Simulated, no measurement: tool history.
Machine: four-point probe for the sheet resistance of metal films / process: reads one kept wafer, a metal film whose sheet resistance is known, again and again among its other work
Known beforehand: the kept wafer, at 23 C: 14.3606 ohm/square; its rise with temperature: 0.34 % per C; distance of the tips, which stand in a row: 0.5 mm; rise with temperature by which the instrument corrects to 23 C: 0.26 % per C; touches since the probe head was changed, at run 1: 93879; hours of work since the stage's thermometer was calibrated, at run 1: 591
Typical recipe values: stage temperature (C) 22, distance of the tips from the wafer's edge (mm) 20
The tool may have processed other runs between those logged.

run	day	stage temperature (C)	distance of the tips from the wafer's edge (mm)	touches since the probe head was changed	hours of work since the stage's thermometer was calibrated	sheet resistance as the instrument gives it (ohm/square)
1	0.000	22	20	93879	591	14.423043
2	4.208	22	20	98375	649	14.428618
# day 5.475: new probe head fitted
3	9.075	22	20	3848	715	14.356423
4	11.958	22	20	6932	754	14.364801
5	14.908	22	20	10084	794	14.371435
6	17.392	22	20	12738	828	14.373013
7	20.804	22	20	16384	874	14.380527
8	23.725	22	20	19504	914	14.388210
9	26.500	26	20	22471	952	14.435961
10	30.854	26	20	27123	1011	14.443643
11	35.033	22	21	31588	1068	14.405719
12	37.933	22	21	34688	1108	14.406338
13	43.067	22	16	40175	1178	14.423913
14	47.162	22	19	44553	1234	14.431488
# day 47.704: stage's thermometer calibrated
15	52.712	24	27	50460	68	14.456668
16	58.025	33	15	56138	141	14.578446
# day 58.496: stage's thermometer calibrated, once more
17	63.550	33	15	62019	69	14.574444
18	66.583	27	6	65263	110	14.558018
19	71.042	33	26	70029	171	14.577958
20	74.896	19	20	74144	223	14.435048
21	80.154	22	6	79768	295	14.525347
22	85.375	32	54	85345	366	14.591390
23	89.804	27	9	90079	427	14.565188
24	93.158	32	7	93661	472	14.640809
25	97.062	32	7	97834	525	14.655885
# day 98.912: new probe head fitted
26	102.012	29	8	3314	592	14.462831

4 ways to go on from here, each from the tool as it stands after run 26. What would each give?
A	105.050	26	45	6557	634	?
B	105.050	22	21	6557	634	?
C	105.050	34	7	6557	634	?
D	105.050	26	20	6557	634	?

run	sheet resistance as the instrument gives it (ohm/square)
A	14.404482
B	14.371434
C	14.533669
D	14.408072
Take away the tool's hidden state, keep each run's random variation, and the runs would have read:
run	sheet resistance as the instrument gives it (ohm/square)
A	14.392579
B	14.359522
C	14.521731
D	14.396166
